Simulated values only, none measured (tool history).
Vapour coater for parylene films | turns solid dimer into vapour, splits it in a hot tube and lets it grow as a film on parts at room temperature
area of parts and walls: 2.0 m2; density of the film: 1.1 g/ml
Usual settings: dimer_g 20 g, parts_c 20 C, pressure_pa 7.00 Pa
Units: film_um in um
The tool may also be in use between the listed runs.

{"run": 1, "hour": 0.0, "dimer_g": 20, "parts_c": 20, "pressure_pa": 7.0, "film_um": 5.26}
{"run": 2, "hour": 62.3, "dimer_g": 20, "parts_c": 20, "pressure_pa": 7.0, "film_um": 5.19}
{"hour": 133.1, "done": "trap's valve overhauled"}
{"run": 3, "hour": 133.1, "dimer_g": 20, "parts_c": 20, "pressure_pa": 7.0, "film_um": 5.52}
{"run": 4, "hour": 177.6, "dimer_g": 20, "parts_c": 18, "pressure_pa": 7.0, "film_um": 6.14}
{"run": 5, "hour": 260.0, "dimer_g": 20, "parts_c": 18, "pressure_pa": 7.0, "film_um": 6.05}
{"run": 6, "hour": 304.3, "dimer_g": 20, "parts_c": 18, "pressure_pa": 7.0, "film_um": 6.0}
{"run": 7, "hour": 384.5, "dimer_g": 20, "parts_c": 18, "pressure_pa": 7.0, "film_um": 5.95}
{"run": 8, "hour": 457.8, "dimer_g": 20, "parts_c": 18, "pressure_pa": 7.0, "film_um": 5.92}
{"run": 9, "hour": 507.4, "dimer_g": 20, "parts_c": 20, "pressure_pa": 8.26, "film_um": 5.35}
{"run": 10, "hour": 578.6, "dimer_g": 20, "parts_c": 20, "pressure_pa": 8.26, "film_um": 5.31}
{"run": 11, "hour": 637.6, "dimer_g": 20, "parts_c": 20, "pressure_pa": 7.0, "film_um": 5.35}
{"hour": 718.4, "done": "trap's valve overhauled"}
{"run": 12, "hour": 725.1, "dimer_g": 20, "parts_c": 20, "pressure_pa": 7.0, "film_um": 5.61}
{"run": 13, "hour": 788.6, "dimer_g": 20, "parts_c": 20, "pressure_pa": 3.12, "film_um": 5.88}
{"run": 14, "hour": 852.1, "dimer_g": 20, "parts_c": 20, "pressure_pa": 3.12, "film_um": 5.9}
{"run": 15, "hour": 929.1, "dimer_g": 20, "parts_c": 20, "pressure_pa": 3.12, "film_um": 5.8}
{"run": 16, "hour": 1014.7, "dimer_g": 20, "parts_c": 20, "pressure_pa": 7.0, "film_um": 5.5}
{"run": 17, "hour": 1076.7, "dimer_g": 20, "parts_c": 20, "pressure_pa": 7.0, "film_um": 5.47}
{"run": 18, "hour": 1130.9, "dimer_g": 20, "parts_c": 20, "pressure_pa": 7.0, "film_um": 5.41}
{"run": 19, "hour": 1175.6, "dimer_g": 20, "parts_c": 20, "pressure_pa": 7.0, "film_um": 5.44}
{"run": 20, "hour": 1215.0, "dimer_g": 20, "parts_c": 20, "pressure_pa": 9.22, "film_um": 5.3}
{"run": 21, "hour": 1268.2, "dimer_g": 20, "parts_c": 20, "pressure_pa": 9.22, "film_um": 5.28}
{"hour": 1304.9, "done": "trap's valve overhauled"}
{"run": 22, "hour": 1324.6, "dimer_g": 20, "parts_c": 20, "pressure_pa": 9.22, "film_um": 5.61}
{"run": 23, "hour": 1387.5, "dimer_g": 20, "parts_c": 20, "pressure_pa": 7.0, "film_um": 5.74}
{"run": 24, "hour": 1475.1, "dimer_g": 20, "parts_c": 20, "pressure_pa": 7.0, "film_um": 5.67}
{"run": 25, "hour": 1545.8, "dimer_g": 24, "parts_c": 20, "pressure_pa": 7.0, "film_um": 6.81}
{"run": 26, "hour": 1622.4, "dimer_g": 20, "parts_c": 15, "pressure_pa": 5.76, "film_um": 7.15}
{"run": 27, "hour": 1682.3, "dimer_g": 8, "parts_c": 14, "pressure_pa": 11.53, "film_um": 2.84}
{"run": 28, "hour": 1731.7, "dimer_g": 8, "parts_c": 14, "pressure_pa": 11.53, "film_um": 2.85}
{"run": 29, "hour": 1811.4, "dimer_g": 8, "parts_c": 23, "pressure_pa": 11.53, "film_um": 1.86}
{"run": 30, "hour": 1860.2, "dimer_g": 21, "parts_c": 22, "pressure_pa": 2.22, "film_um": 5.72}
{"hour": 1895.0, "done": "trap's valve overhauled"}
{"run": 31, "hour": 1911.7, "dimer_g": 21, "parts_c": 22, "pressure_pa": 2.22, "film_um": 6.03}
{"run": 32, "hour": 1967.3, "dimer_g": 21, "parts_c": 22, "pressure_pa": 2.22, "film_um": 6.02}
{"run": 33, "hour": 2003.0, "dimer_g": 16, "parts_c": 20, "pressure_pa": 7.0, "film_um": 4.64}
{"run": 34, "hour": 2086.8, "dimer_g": 12, "parts_c": 20, "pressure_pa": 3.34, "film_um": 3.57}
{"run": 35, "hour": 2145.5, "dimer_g": 26, "parts_c": 13, "pressure_pa": 7.95, "film_um": 10.04}
{"run": 36, "hour": 2214.2, "dimer_g": 29, "parts_c": 15, "pressure_pa": 3.01, "film_um": 10.93}
{"run": 37, "hour": 2275.4, "dimer_g": 29, "parts_c": 15, "pressure_pa": 6.33, "film_um": 10.32}
{"run": 38, "hour": 2342.5, "dimer_g": 29, "parts_c": 15, "pressure_pa": 6.33, "film_um": 10.29}
{"run": 39, "hour": 2398.4, "dimer_g": 29, "parts_c": 15, "pressure_pa": 7.73, "film_um": 10.15}
{"run": 40, "hour": 2459.5, "dimer_g": 30, "parts_c": 16, "pressure_pa": 7.73, "film_um": 9.95}
{"hour": 2480.6, "done": "trap's valve overhauled"}
{"run": 41, "hour": 2517.7, "dimer_g": 11, "parts_c": 29, "pressure_pa": 10.62, "film_um": 2.1}
{"run": 42, "hour": 2555.6, "dimer_g": 29, "parts_c": 29, "pressure_pa": 10.62, "film_um": 5.45}
{"run": 43, "hour": 2601.0, "dimer_g": 11, "parts_c": 27, "pressure_pa": 4.9, "film_um": 2.42}
{"run": 44, "hour": 2650.3, "dimer_g": 11, "parts_c": 31, "pressure_pa": 4.9, "film_um": 2.0}
{"run": 45, "hour": 2686.3, "dimer_g": 20, "parts_c": 20, "pressure_pa": 5.7, "film_um": 5.93}
{"hour": 2736.9, "done": "table's thermometer calibrated"}
{"run": 46, "hour": 2753.7, "dimer_g": 20, "parts_c": 20, "pressure_pa": 5.7, "film_um": 5.48}

4 ways to go on from here, each from the tool as it stands after run 46. What would each give?
{"run": "A", "hour": 2793.4, "dimer_g": 20, "parts_c": 26, "pressure_pa": 5.7, "film_um": "?"}
{"run": "B", "hour": 2793.4, "dimer_g": 35, "parts_c": 23, "pressure_pa": 3.63, "film_um": "?"}
{"run": "C", "hour": 2793.4, "dimer_g": 30, "parts_c": 29, "pressure_pa": 4.32, "film_um": "?"}
{"run": "D", "hour": 2793.4, "dimer_g": 20, "parts_c": 13, "pressure_pa": 5.7, "film_um": "?"}

run=A film_um=4.13
run=B film_um=8.51
run=C film_um=5.49
run=D film_um=7.51
Without the tool's hidden state the same runs would have given:
run=A film_um=4.26
run=B film_um=8.78
run=C film_um=5.66
run=D film_um=7.75

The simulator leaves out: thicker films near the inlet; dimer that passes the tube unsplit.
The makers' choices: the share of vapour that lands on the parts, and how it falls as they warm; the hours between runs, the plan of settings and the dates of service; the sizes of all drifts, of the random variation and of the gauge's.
